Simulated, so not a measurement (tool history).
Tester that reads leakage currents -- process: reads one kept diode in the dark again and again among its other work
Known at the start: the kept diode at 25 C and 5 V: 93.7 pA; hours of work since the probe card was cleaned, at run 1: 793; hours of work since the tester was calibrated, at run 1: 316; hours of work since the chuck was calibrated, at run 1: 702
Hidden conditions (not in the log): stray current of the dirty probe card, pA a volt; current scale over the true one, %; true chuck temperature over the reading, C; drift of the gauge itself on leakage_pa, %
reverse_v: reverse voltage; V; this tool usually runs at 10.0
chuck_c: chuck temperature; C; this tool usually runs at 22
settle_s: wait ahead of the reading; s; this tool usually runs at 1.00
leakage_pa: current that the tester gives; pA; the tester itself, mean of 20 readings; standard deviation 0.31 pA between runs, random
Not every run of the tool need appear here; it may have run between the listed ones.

run,hour,reverse_v,chuck_c,settle_s,hours of work since the probe card was cleaned,hours of work since the tester was calibrated,hours of work since the chuck was calibrated,leakage_pa
1,0.0,10.0,22,1.00,793,316,702,98.47
2,26.5,10.0,22,1.00,813,336,722,97.41
3,53.9,10.0,22,1.00,834,357,743,97.14
4,85.7,10.0,41,1.00,858,381,767,462.47
5,125.8,10.0,41,1.00,888,411,798,460.84
6,144.6,10.0,41,1.00,902,426,812,461.33
7,182.6,10.0,22,1.00,931,454,841,96.86
8,200.6,10.0,22,1.00,945,468,854,96.72
9,221.7,10.0,22,1.00,961,484,871,96.69
10,255.3,10.0,22,1.00,986,510,896,96.67
11,284.7,10.0,22,1.00,1009,532,918,96.09
12,306.0,10.0,22,1.00,1025,548,934,96.37
# hour 313.6: chuck's temperature calibrated
13,342.7,10.0,22,1.00,1051,574,22,106.10
14,372.5,10.0,22,1.00,1074,597,45,105.86
15,410.4,4.1,22,1.00,1102,626,73,68.67
16,432.3,4.1,22,1.00,1119,642,90,68.74
17,462.7,10.0,22,1.00,1142,665,113,105.20
18,479.3,10.0,33,1.00,1155,678,126,258.48
19,497.2,10.0,33,1.00,1168,691,139,259.68
20,533.7,13.6,22,1.00,1196,719,167,121.88
21,558.4,7.6,26,1.00,1215,738,186,127.40
22,591.7,6.0,24,9.63,1240,763,211,94.51
23,608.9,4.5,49,1.85,1253,776,224,630.43
24,631.9,2.6,20,2.22,1270,794,241,45.27
25,654.1,9.3,31,0.76,1287,810,258,210.82
26,675.9,9.3,31,0.76,1304,827,275,211.01
27,709.7,10.0,50,1.00,1329,853,300,962.56
28,734.3,10.0,50,1.83,1348,871,319,959.61
29,767.9,2.4,50,1.83,1373,897,344,507.77
30,791.6,7.0,36,0.95,1391,915,362,274.18
31,825.0,8.4,34,2.93,1417,940,388,251.32
32,865.8,8.4,34,2.93,1448,971,419,250.74
33,902.5,8.4,34,1.14,1476,999,446,249.74
34,927.4,8.4,34,1.14,1494,1018,465,249.31
35,953.9,10.0,41,1.00,1514,1038,485,473.45
36,990.8,10.0,22,5.81,1542,1066,513,99.72
37,1014.1,10.0,22,5.81,1560,1083,531,99.55
38,1041.4,1.5,22,0.87,1581,1104,552,40.68
39,1061.8,1.6,22,0.46,1596,1120,567,42.26
40,1084.9,7.5,22,1.00,1614,1137,585,87.69

Below are 4 alternative next runs, each starting from the tool's condition after run 40. Predict each:
A,1110.7,1.8,22,5.73,1633,1157,604,?
B,1110.7,10.0,30,1.00,1633,1157,604,?
C,1110.7,7.5,28,1.00,1633,1157,604,?
D,1110.7,4.7,22,3.26,1633,1157,604,?

run,leakage_pa
A,43.68
B,193.67
C,142.54
D,68.77
Stripped of hidden state, with their random variation kept, the same runs would have yielded:
run,leakage_pa
A,45.98
B,200.59
C,147.69
D,70.36

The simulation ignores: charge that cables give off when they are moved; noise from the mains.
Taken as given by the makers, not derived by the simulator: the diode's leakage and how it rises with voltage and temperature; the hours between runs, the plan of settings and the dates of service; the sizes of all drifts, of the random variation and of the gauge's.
